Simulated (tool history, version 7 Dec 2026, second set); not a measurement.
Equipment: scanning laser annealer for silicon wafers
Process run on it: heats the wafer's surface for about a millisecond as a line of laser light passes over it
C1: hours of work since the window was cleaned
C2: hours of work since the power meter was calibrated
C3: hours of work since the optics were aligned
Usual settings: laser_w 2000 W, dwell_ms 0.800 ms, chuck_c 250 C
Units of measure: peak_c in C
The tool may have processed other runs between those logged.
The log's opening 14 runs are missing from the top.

{"run": 15, "hour": 518.5, "laser_w": 2000, "dwell_ms": 0.628, "chuck_c": 250, "C1": 72, "C2": 874, "C3": 1031, "peak_c": 930}
{"run": 16, "hour": 568.4, "laser_w": 2000, "dwell_ms": 0.8, "chuck_c": 250, "C1": 107, "C2": 909, "C3": 1066, "peak_c": 1012}
{"run": 17, "hour": 591.0, "laser_w": 1756, "dwell_ms": 0.976, "chuck_c": 250, "C1": 124, "C2": 926, "C3": 1083, "peak_c": 967}
{"run": 18, "hour": 643.2, "laser_w": 2194, "dwell_ms": 0.595, "chuck_c": 250, "C1": 161, "C2": 963, "C3": 1120, "peak_c": 986}
{"run": 19, "hour": 686.4, "laser_w": 2194, "dwell_ms": 0.595, "chuck_c": 279, "C1": 192, "C2": 994, "C3": 1151, "peak_c": 1017}
{"run": 20, "hour": 725.1, "laser_w": 2194, "dwell_ms": 0.595, "chuck_c": 279, "C1": 220, "C2": 1022, "C3": 1179, "peak_c": 1013}
{"run": 21, "hour": 765.6, "laser_w": 2049, "dwell_ms": 0.8, "chuck_c": 283, "C1": 249, "C2": 1051, "C3": 1208, "peak_c": 1059}
{"run": 22, "hour": 819.7, "laser_w": 2000, "dwell_ms": 0.931, "chuck_c": 250, "C1": 288, "C2": 1090, "C3": 1247, "peak_c": 1062}
{"run": 23, "hour": 858.0, "laser_w": 2000, "dwell_ms": 0.937, "chuck_c": 250, "C1": 315, "C2": 1117, "C3": 1274, "peak_c": 1063}
{"run": 24, "hour": 912.6, "laser_w": 2000, "dwell_ms": 0.937, "chuck_c": 250, "C1": 354, "C2": 1156, "C3": 1313, "peak_c": 1061}
{"run": 25, "hour": 957.7, "laser_w": 2000, "dwell_ms": 0.937, "chuck_c": 250, "C1": 387, "C2": 1188, "C3": 1346, "peak_c": 1057}
{"run": 26, "hour": 999.7, "laser_w": 2043, "dwell_ms": 0.8, "chuck_c": 290, "C1": 417, "C2": 1219, "C3": 1376, "peak_c": 1054}
{"run": 27, "hour": 1040.7, "laser_w": 2043, "dwell_ms": 0.8, "chuck_c": 290, "C1": 446, "C2": 1248, "C3": 1405, "peak_c": 1055}
{"run": 28, "hour": 1087.8, "laser_w": 1937, "dwell_ms": 0.8, "chuck_c": 290, "C1": 480, "C2": 1282, "C3": 1439, "peak_c": 1006}

What does the tool deliver on the next run?
{"hour": 1141.1, "done": "window over the wafer cleaned"}
{"run": 29, "hour": 1141.1, "laser_w": 1747, "dwell_ms": 0.707, "chuck_c": 285, "C1": 0, "C2": 1319, "C3": 1476, "peak_c": "?"}

peak_c: 892 C
On a tool with no hidden condition, and with the same random variation, this run would have come out at peak_c 911 C.
